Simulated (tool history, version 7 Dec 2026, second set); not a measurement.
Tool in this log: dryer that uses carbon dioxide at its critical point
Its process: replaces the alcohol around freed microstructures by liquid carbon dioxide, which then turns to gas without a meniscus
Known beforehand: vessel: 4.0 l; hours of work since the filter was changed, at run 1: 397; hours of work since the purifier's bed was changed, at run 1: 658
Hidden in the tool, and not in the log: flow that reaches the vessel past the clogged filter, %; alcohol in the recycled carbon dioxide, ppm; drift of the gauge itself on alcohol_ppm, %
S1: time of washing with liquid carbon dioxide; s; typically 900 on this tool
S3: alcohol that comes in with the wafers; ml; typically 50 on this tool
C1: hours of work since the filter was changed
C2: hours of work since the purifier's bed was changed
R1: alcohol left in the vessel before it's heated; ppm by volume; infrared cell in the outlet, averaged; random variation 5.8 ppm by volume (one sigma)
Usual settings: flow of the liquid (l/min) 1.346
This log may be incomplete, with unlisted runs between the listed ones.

run 1 hour=0 | S1=900 flow_of_the_liquid_(l/min)=1.346 S3=50 | C1=397 C2=658 | R1=460
-- hour=24.3 inlet filter changed
run 2 hour=41.7 | S1=900 flow_of_the_liquid_(l/min)=1.346 S3=33 | C1=8 C2=676 | R1=233
run 3 hour=59.1 | S1=900 flow_of_the_liquid_(l/min)=1.346 S3=33 | C1=16 C2=684 | R1=236
run 4 hour=88.1 | S1=900 flow_of_the_liquid_(l/min)=1.346 S3=50 | C1=29 C2=697 | R1=313
run 5 hour=121.1 | S1=900 flow_of_the_liquid_(l/min)=1.346 S3=50 | C1=44 C2=712 | R1=319
run 6 hour=149.9 | S1=900 flow_of_the_liquid_(l/min)=1.346 S3=50 | C1=57 C2=725 | R1=325
run 7 hour=189.3 | S1=900 flow_of_the_liquid_(l/min)=1.346 S3=28 | C1=75 C2=743 | R1=238
run 8 hour=222.9 | S1=900 flow_of_the_liquid_(l/min)=1.346 S3=28 | C1=90 C2=759 | R1=240
run 9 hour=259.3 | S1=900 flow_of_the_liquid_(l/min)=1 S3=50 | C1=107 C2=775 | R1=818
run 10 hour=299 | S1=900 flow_of_the_liquid_(l/min)=1.346 S3=37 | C1=125 C2=793 | R1=301
run 11 hour=332.5 | S1=1140 flow_of_the_liquid_(l/min)=1.65 S3=31 | C1=140 C2=808 | R1=135
run 12 hour=358.6 | S1=1140 flow_of_the_liquid_(l/min)=1.65 S3=31 | C1=152 C2=820 | R1=139
run 13 hour=385.5 | S1=1140 flow_of_the_liquid_(l/min)=1.65 S3=31 | C1=164 C2=833 | R1=135
run 14 hour=403.1 | S1=960 flow_of_the_liquid_(l/min)=1.346 S3=86 | C1=172 C2=841 | R1=473
run 15 hour=433.2 | S1=1320 flow_of_the_liquid_(l/min)=1.34 S3=33 | C1=186 C2=854 | R1=164
run 16 hour=468.9 | S1=1320 flow_of_the_liquid_(l/min)=1.34 S3=33 | C1=202 C2=870 | R1=160
run 17 hour=496 | S1=1320 flow_of_the_liquid_(l/min)=1.02 S3=93 | C1=214 C2=883 | R1=494
run 18 hour=515.4 | S1=1320 flow_of_the_liquid_(l/min)=1.02 S3=93 | C1=223 C2=892 | R1=514
run 19 hour=546.5 | S1=780 flow_of_the_liquid_(l/min)=1.4 S3=67 | C1=237 C2=906 | R1=678

What if the next run were any one of these 3? Each begins from the tool's condition after run 19:
run A hour=587.7 | S1=1320 flow_of_the_liquid_(l/min)=1.25 S3=69 | C1=256 C2=924 | R1=?
run B hour=587.7 | S1=900 flow_of_the_liquid_(l/min)=0.92 S3=53 | C1=256 C2=924 | R1=?
run C hour=587.7 | S1=900 flow_of_the_liquid_(l/min)=1.346 S3=57 | C1=256 C2=924 | R1=?

run=A R1=241
run=B R1=1254
run=C R1=466
Take away the tool's hidden state, keep each run's random variation, and the runs would have read:
run=A R1=70
run=B R1=858
run=C R1=223
